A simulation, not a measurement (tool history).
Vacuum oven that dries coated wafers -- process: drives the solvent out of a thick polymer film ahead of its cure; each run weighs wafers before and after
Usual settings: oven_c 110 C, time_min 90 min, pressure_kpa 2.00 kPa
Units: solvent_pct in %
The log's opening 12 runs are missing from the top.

run	hour	oven_c	time_min	pressure_kpa	solvent_pct
13	404.9	108	90	2.00	2.616
14	442.0	110	90	2.00	2.335
15	480.2	110	90	6.11	3.578
16	507.6	110	90	6.11	3.565
17	550.6	110	90	6.11	3.586
18	595.5	110	90	6.11	3.577
19	637.1	114	90	2.00	1.851
20	672.9	118	51	3.46	3.586
21	715.5	118	94	2.82	1.543
22	744.3	110	81	3.97	3.274
23	778.5	110	81	3.97	3.269
# hour 803.3: vacuum gauge cleaned of residue and calibrated
24	818.4	110	83	3.97	3.185
25	866.9	110	83	3.97	3.188
26	907.2	116	83	3.97	2.350
27	945.2	124	153	3.97	0.918
28	994.0	124	47	3.89	3.103
29	1035.8	124	47	3.89	3.097
30	1083.3	124	47	3.89	3.104
31	1119.4	124	47	3.89	3.102
32	1158.5	101	90	2.98	4.062
33	1208.1	101	90	2.98	4.058
34	1230.9	97	107	2.98	4.134
35	1271.8	97	107	2.98	4.133
36	1309.9	119	125	2.00	0.810
37	1335.8	119	125	2.00	0.805

Each row is a separate what-if for the run after 37, all from the same tool condition, not one after another. Results?
A	1365.8	125	61	7.26	?
B	1365.8	119	125	7.31	?
C	1365.8	97	60	2.54	?
D	1365.8	112	136	2.69	?

run	solvent_pct
A	2.760
B	2.121
C	6.226
D	1.350
Take away the tool's hidden state, keep each run's random variation, and the runs would have read:
run	solvent_pct
A	2.761
B	2.122
C	6.227
D	1.350
